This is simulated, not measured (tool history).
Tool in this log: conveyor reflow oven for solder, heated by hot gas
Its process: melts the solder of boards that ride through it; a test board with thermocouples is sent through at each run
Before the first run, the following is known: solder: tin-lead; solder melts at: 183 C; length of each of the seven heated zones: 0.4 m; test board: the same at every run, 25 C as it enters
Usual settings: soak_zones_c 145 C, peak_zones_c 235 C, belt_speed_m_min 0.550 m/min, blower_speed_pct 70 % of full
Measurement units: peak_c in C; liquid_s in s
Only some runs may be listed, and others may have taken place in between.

run,day,soak_zones_c,peak_zones_c,belt_speed_m_min,blower_speed_pct,peak_c,liquid_s
1,0.000,145,235,0.550,70,218.5,68.3
2,0.296,145,235,0.593,70,215.3,61.6
3,0.508,145,235,0.550,54,212.4,62.9
4,0.850,145,235,0.550,54,213.1,62.2
5,1.267,145,235,0.561,70,217.9,66.9
6,1.617,145,235,0.561,70,216.7,65.6
7,2.071,160,244,0.567,55,223.2,76.8
8,2.529,160,244,0.567,50,220.4,74.7
9,2.912,145,235,0.550,89,222.0,72.5
10,3.225,145,235,0.550,89,221.4,72.3

The next listed run, before its measurement:
11,3.429,145,235,0.479,70,?,?

Run 11 measured peak_c 221.3 C, liquid_s 83.8 s.
Minus the tool's unlogged condition, the same run would have read peak_c 222.6 C, liquid_s 84.9 s.
